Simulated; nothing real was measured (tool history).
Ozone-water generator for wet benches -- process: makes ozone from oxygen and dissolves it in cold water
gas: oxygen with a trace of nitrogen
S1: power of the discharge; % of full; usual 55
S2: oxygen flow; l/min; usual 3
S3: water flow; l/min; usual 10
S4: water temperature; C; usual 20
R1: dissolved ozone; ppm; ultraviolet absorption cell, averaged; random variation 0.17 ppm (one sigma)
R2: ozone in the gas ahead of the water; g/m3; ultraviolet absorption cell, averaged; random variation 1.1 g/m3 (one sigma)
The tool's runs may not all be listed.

run,hour,S1,S2,S3,S4,R1,R2
1,0,55,3,10,20,23.9,189
2,102.4,55,3,10,20,23.6,189.1
3,242,52,3,10,20,22.3,180
4,365.4,55,3,10,20,23.9,190.6
5,470.8,55,3,10,20,23.9,191.1
6,613.6,55,3,10,20,23.9,192.2
7,680.2,55,3,10,20,23.7,194.5
8,773.6,55,3,10,20,23.6,192.4
9,929.3,55,3,10,20,23.6,192.3
10,1016.9,55,3,10,20,23.9,193.3
11,1086.4,55,3,10,20,23.9,193.9
12,1213.2,55,3,10,20,23.8,192.3
13,1314.7,55,3,10,20,24,195.3
14,1445.2,55,3,10,20,23.5,196.3
15,1576.9,55,3,10,20,24,194.5
# hour 1654.4: gauge calibrated
16,1735.1,44,2.93,7,14,26.4,156.8
# hour 1802.9: water thermometer calibrated
17,1812.9,44,2.93,7,14,26,155.6
18,1927.7,44,2.93,7,14,25.9,156.4
19,2029.7,52,2.93,12,14,21.7,185.4
20,2146.4,55,1.57,9,20,22.7,249.5
21,2247,86,3,10,16,38.7,293.7
# hour 2353.9: contactor cleaned
22,2381.8,86,3,10,16,38.5,295.1
23,2473.8,60,5.01,10,13,30.3,171.4
24,2559.6,46,3,10,14,21.9,163.3

Expected results for the next run?
25,2709.4,55,2.29,10,20,?,?

R1: 23.1 ppm
R2: 214.6 g/m3
On a tool with no hidden condition, and with the same random variation, this run would have come out at R1 23.1 ppm, R2 210.8 g/m3.
